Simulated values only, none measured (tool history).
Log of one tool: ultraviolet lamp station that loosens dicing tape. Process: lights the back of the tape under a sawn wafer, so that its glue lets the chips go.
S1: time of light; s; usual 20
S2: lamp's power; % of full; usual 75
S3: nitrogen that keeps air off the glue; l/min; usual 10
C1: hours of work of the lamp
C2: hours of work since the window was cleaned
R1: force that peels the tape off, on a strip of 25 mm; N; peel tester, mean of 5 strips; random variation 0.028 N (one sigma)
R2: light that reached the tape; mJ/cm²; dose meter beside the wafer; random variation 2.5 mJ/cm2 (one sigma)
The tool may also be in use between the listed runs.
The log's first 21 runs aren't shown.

{"run": 22, "hour": 161.8, "S1": 20, "S2": 75, "S3": 10, "C1": 98, "C2": 7, "R1": 1.407, "R2": 301}
{"run": 23, "hour": 171.0, "S1": 35, "S2": 76, "S3": 3, "C1": 103, "C2": 12, "R1": 1.093, "R2": 529}
{"run": 24, "hour": 180.7, "S1": 14, "S2": 76, "S3": 12, "C1": 109, "C2": 17, "R1": 2.291, "R2": 214}
{"run": 25, "hour": 185.3, "S1": 13, "S2": 79, "S3": 10, "C1": 111, "C2": 20, "R1": 2.686, "R2": 203}
{"run": 26, "hour": 192.2, "S1": 13, "S2": 79, "S3": 10, "C1": 115, "C2": 24, "R1": 2.784, "R2": 206}
{"run": 27, "hour": 197.2, "S1": 35, "S2": 78, "S3": 3, "C1": 118, "C2": 26, "R1": 1.051, "R2": 539}
{"run": 28, "hour": 202.8, "S1": 20, "S2": 86, "S3": 19, "C1": 121, "C2": 30, "R1": 0.771, "R2": 347}
{"run": 29, "hour": 210.2, "S1": 28, "S2": 83, "S3": 4, "C1": 125, "C2": 34, "R1": 1.158, "R2": 458}
{"run": 30, "hour": 217.7, "S1": 28, "S2": 83, "S3": 4, "C1": 129, "C2": 38, "R1": 1.132, "R2": 462}
{"run": 31, "hour": 226.7, "S1": 20, "S2": 91, "S3": 10, "C1": 134, "C2": 43, "R1": 0.982, "R2": 362}
{"run": 32, "hour": 231.3, "S1": 22, "S2": 64, "S3": 7, "C1": 137, "C2": 46, "R1": 2.1, "R2": 281}
{"run": 33, "hour": 238.4, "S1": 10, "S2": 68, "S3": 20, "C1": 141, "C2": 49, "R1": 3.644, "R2": 135}
{"run": 34, "hour": 243.1, "S1": 10, "S2": 68, "S3": 20, "C1": 144, "C2": 52, "R1": 3.659, "R2": 137}
{"run": 35, "hour": 249.2, "S1": 10, "S2": 68, "S3": 20, "C1": 147, "C2": 56, "R1": 3.708, "R2": 136}
{"run": 36, "hour": 254.0, "S1": 12, "S2": 80, "S3": 20, "C1": 150, "C2": 58, "R1": 2.344, "R2": 191}
{"run": 37, "hour": 260.3, "S1": 12, "S2": 80, "S3": 20, "C1": 153, "C2": 62, "R1": 2.339, "R2": 189}

4 ways to go on from here, each from the tool as it stands after run 37. What would each give?
{"run": "A", "hour": 269.4, "S1": 20, "S2": 69, "S3": 10, "C1": 158, "C2": 67, "R1": "?", "R2": "?"}
{"run": "B", "hour": 269.4, "S1": 12, "S2": 73, "S3": 3, "C1": 158, "C2": 67, "R1": "?", "R2": "?"}
{"run": "C", "hour": 269.4, "S1": 20, "S2": 62, "S3": 9, "C1": 158, "C2": 67, "R1": "?", "R2": "?"}
{"run": "D", "hour": 269.4, "S1": 12, "S2": 90, "S3": 20, "C1": 158, "C2": 67, "R1": "?", "R2": "?"}

run=A R1=1.779 R2=271
run=B R1=5.134 R2=167
run=C R1=2.197 R2=241
run=D R1=1.970 R2=211
Without the tool's hidden state the same runs would have given:
run=A R1=1.612 R2=286
run=B R1=4.907 R2=176
run=C R1=2.011 R2=255
run=D R1=1.792 R2=223
